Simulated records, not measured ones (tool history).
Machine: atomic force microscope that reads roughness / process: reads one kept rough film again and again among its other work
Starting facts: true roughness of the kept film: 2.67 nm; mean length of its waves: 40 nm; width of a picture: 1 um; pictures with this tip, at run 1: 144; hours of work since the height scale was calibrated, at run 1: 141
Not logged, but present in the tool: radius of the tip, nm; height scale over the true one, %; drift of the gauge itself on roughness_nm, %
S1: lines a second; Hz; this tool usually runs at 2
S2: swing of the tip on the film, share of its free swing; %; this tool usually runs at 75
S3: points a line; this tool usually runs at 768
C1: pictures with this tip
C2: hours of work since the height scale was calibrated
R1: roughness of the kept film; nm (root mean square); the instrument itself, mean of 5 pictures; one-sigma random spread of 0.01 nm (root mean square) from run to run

{"run": 1, "hour": 0.0, "S1": 2, "S2": 75, "S3": 768, "C1": 144, "C2": 141, "R1": 2.268}
{"run": 2, "hour": 14.2, "S1": 2, "S2": 75, "S3": 765, "C1": 157, "C2": 147, "R1": 2.284}
{"run": 3, "hour": 38.6, "S1": 2, "S2": 75, "S3": 765, "C1": 179, "C2": 157, "R1": 2.291}
{"run": 4, "hour": 51.2, "S1": 2, "S2": 75, "S3": 765, "C1": 190, "C2": 163, "R1": 2.283}
{"run": 5, "hour": 77.0, "S1": 2, "S2": 75, "S3": 768, "C1": 214, "C2": 174, "R1": 2.271}
{"run": 6, "hour": 102.9, "S1": 2, "S2": 75, "S3": 768, "C1": 238, "C2": 185, "R1": 2.27}
{"run": 7, "hour": 115.7, "S1": 2, "S2": 75, "S3": 768, "C1": 249, "C2": 190, "R1": 2.267}
{"run": 8, "hour": 136.5, "S1": 2, "S2": 75, "S3": 768, "C1": 268, "C2": 199, "R1": 2.285}
{"run": 9, "hour": 154.1, "S1": 2, "S2": 75, "S3": 768, "C1": 284, "C2": 206, "R1": 2.27}
{"hour": 171.4, "done": "new tip fitted"}
{"run": 10, "hour": 171.8, "S1": 2, "S2": 75, "S3": 861, "C1": 0, "C2": 214, "R1": 2.274}
{"run": 11, "hour": 198.1, "S1": 0.57, "S2": 75, "S3": 768, "C1": 24, "C2": 225, "R1": 2.473}
{"run": 12, "hour": 219.7, "S1": 2, "S2": 71, "S3": 768, "C1": 44, "C2": 234, "R1": 2.329}
{"run": 13, "hour": 246.5, "S1": 2, "S2": 71, "S3": 768, "C1": 68, "C2": 245, "R1": 2.335}
{"run": 14, "hour": 272.0, "S1": 2.3, "S2": 75, "S3": 381, "C1": 92, "C2": 256, "R1": 2.25}
{"run": 15, "hour": 298.1, "S1": 2.3, "S2": 57, "S3": 381, "C1": 116, "C2": 267, "R1": 2.435}
{"run": 16, "hour": 312.1, "S1": 2.3, "S2": 57, "S3": 381, "C1": 128, "C2": 273, "R1": 2.435}
{"run": 17, "hour": 331.3, "S1": 2.3, "S2": 57, "S3": 381, "C1": 146, "C2": 281, "R1": 2.455}
{"run": 18, "hour": 353.0, "S1": 2.3, "S2": 57, "S3": 381, "C1": 166, "C2": 290, "R1": 2.428}
{"run": 19, "hour": 370.2, "S1": 0.97, "S2": 60, "S3": 527, "C1": 181, "C2": 298, "R1": 2.516}
{"run": 20, "hour": 391.9, "S1": 0.97, "S2": 60, "S3": 527, "C1": 201, "C2": 307, "R1": 2.497}
{"run": 21, "hour": 404.5, "S1": 0.97, "S2": 60, "S3": 527, "C1": 213, "C2": 312, "R1": 2.518}
{"run": 22, "hour": 417.2, "S1": 0.97, "S2": 60, "S3": 527, "C1": 224, "C2": 317, "R1": 2.522}
{"run": 23, "hour": 429.0, "S1": 0.79, "S2": 58, "S3": 515, "C1": 235, "C2": 323, "R1": 2.532}
{"run": 24, "hour": 448.7, "S1": 0.93, "S2": 62, "S3": 301, "C1": 253, "C2": 331, "R1": 2.479}
{"run": 25, "hour": 463.5, "S1": 2.45, "S2": 62, "S3": 289, "C1": 267, "C2": 337, "R1": 2.367}
{"run": 26, "hour": 476.4, "S1": 2.26, "S2": 87, "S3": 268, "C1": 278, "C2": 343, "R1": 2.048}

Below are 3 alternative next runs, each starting from the tool's condition after run 26. Predict each:
{"run": "A", "hour": 498.0, "S1": 1.48, "S2": 59, "S3": 808, "C1": 298, "C2": 352, "R1": "?"}
{"run": "B", "hour": 498.0, "S1": 2, "S2": 75, "S3": 543, "C1": 298, "C2": 352, "R1": "?"}
{"run": "C", "hour": 498.0, "S1": 2, "S2": 70, "S3": 768, "C1": 298, "C2": 352, "R1": "?"}

run=A R1=2.479
run=B R1=2.267
run=C R1=2.337
The same runs, with their run-to-run variation unchanged, on a tool lacking any hidden condition would have given:
run=A R1=2.488
run=B R1=2.275
run=C R1=2.345

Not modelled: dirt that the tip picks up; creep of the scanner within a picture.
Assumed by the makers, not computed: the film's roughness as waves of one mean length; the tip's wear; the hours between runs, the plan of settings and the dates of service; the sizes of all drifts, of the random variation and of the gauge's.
